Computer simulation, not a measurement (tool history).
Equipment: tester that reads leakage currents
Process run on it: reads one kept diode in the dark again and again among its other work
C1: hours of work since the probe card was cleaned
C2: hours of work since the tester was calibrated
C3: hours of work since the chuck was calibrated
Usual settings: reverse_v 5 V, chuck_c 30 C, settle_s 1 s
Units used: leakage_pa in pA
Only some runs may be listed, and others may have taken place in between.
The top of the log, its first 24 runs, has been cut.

{"hour": 5157.9, "done": "chuck's temperature calibrated"}
{"run": 25, "hour": 5179.8, "reverse_v": 11.33, "chuck_c": 40, "settle_s": 1, "C1": 1019, "C2": 1989, "C3": 11, "leakage_pa": 1205.99}
{"run": 26, "hour": 5349.8, "reverse_v": 11.33, "chuck_c": 40, "settle_s": 1.5, "C1": 1101, "C2": 2071, "C3": 93, "leakage_pa": 1200.86}
{"run": 27, "hour": 5516.5, "reverse_v": 6.47, "chuck_c": 30, "settle_s": 8.78, "C1": 1182, "C2": 2152, "C3": 174, "leakage_pa": 365.91}
{"run": 28, "hour": 5710.4, "reverse_v": 6.47, "chuck_c": 30, "settle_s": 8.78, "C1": 1276, "C2": 2246, "C3": 267, "leakage_pa": 363.54}
{"run": 29, "hour": 5849.1, "reverse_v": 8.91, "chuck_c": 50, "settle_s": 4.03, "C1": 1343, "C2": 2313, "C3": 335, "leakage_pa": 2425.75}
{"run": 30, "hour": 6003.0, "reverse_v": 1.06, "chuck_c": 30, "settle_s": 4.55, "C1": 1417, "C2": 2387, "C3": 409, "leakage_pa": 137.29}
{"run": 31, "hour": 6118.4, "reverse_v": 7.34, "chuck_c": 44, "settle_s": 2.91, "C1": 1473, "C2": 2443, "C3": 465, "leakage_pa": 1332.01}
{"hour": 6265.6, "done": "probe card cleaned and baked"}
{"run": 32, "hour": 6337.0, "reverse_v": 5.56, "chuck_c": 39, "settle_s": 6.56, "C1": 35, "C2": 2548, "C3": 569, "leakage_pa": 751.81}
{"run": 33, "hour": 6523.0, "reverse_v": 2.05, "chuck_c": 25, "settle_s": 6.56, "C1": 125, "C2": 2638, "C3": 659, "leakage_pa": 123.01}
{"run": 34, "hour": 6722.1, "reverse_v": 14.54, "chuck_c": 28, "settle_s": 1, "C1": 221, "C2": 2734, "C3": 756, "leakage_pa": 473.75}
{"run": 35, "hour": 6907.0, "reverse_v": 14.54, "chuck_c": 33, "settle_s": 1, "C1": 311, "C2": 2824, "C3": 845, "leakage_pa": 743.68}
{"run": 36, "hour": 7131.8, "reverse_v": 1.26, "chuck_c": 30, "settle_s": 5.55, "C1": 419, "C2": 2932, "C3": 954, "leakage_pa": 150.3}
{"run": 37, "hour": 7375.8, "reverse_v": 4.25, "chuck_c": 22, "settle_s": 3.95, "C1": 538, "C2": 3051, "C3": 1072, "leakage_pa": 136.52}
{"run": 38, "hour": 7574.8, "reverse_v": 15.47, "chuck_c": 28, "settle_s": 0.48, "C1": 634, "C2": 3147, "C3": 1169, "leakage_pa": 488.73}
{"run": 39, "hour": 7829.4, "reverse_v": 15.47, "chuck_c": 28, "settle_s": 0.48, "C1": 757, "C2": 3270, "C3": 1292, "leakage_pa": 487.81}
{"run": 40, "hour": 7950.5, "reverse_v": 15.47, "chuck_c": 30, "settle_s": 0.9, "C1": 816, "C2": 3329, "C3": 1351, "leakage_pa": 589.02}

Each row is a separate what-if for the run after 40, all from the same tool condition, not one after another. Results?
{"run": "A", "hour": 8220.5, "reverse_v": 1.48, "chuck_c": 58, "settle_s": 5.37, "C1": 946, "C2": 3460, "C3": 1481, "leakage_pa": "?"}
{"run": "B", "hour": 8220.5, "reverse_v": 15.47, "chuck_c": 36, "settle_s": 0.9, "C1": 946, "C2": 3460, "C3": 1481, "leakage_pa": "?"}
{"run": "C", "hour": 8220.5, "reverse_v": 4.24, "chuck_c": 30, "settle_s": 0.9, "C1": 946, "C2": 3460, "C3": 1481, "leakage_pa": "?"}

run=A leakage_pa=1730.82
run=B leakage_pa=1003.91
run=C leakage_pa=290.06
What these runs would have given with no unlogged condition in the tool:
run=A leakage_pa=1729.05
run=B leakage_pa=1002.54
run=C leakage_pa=289.65
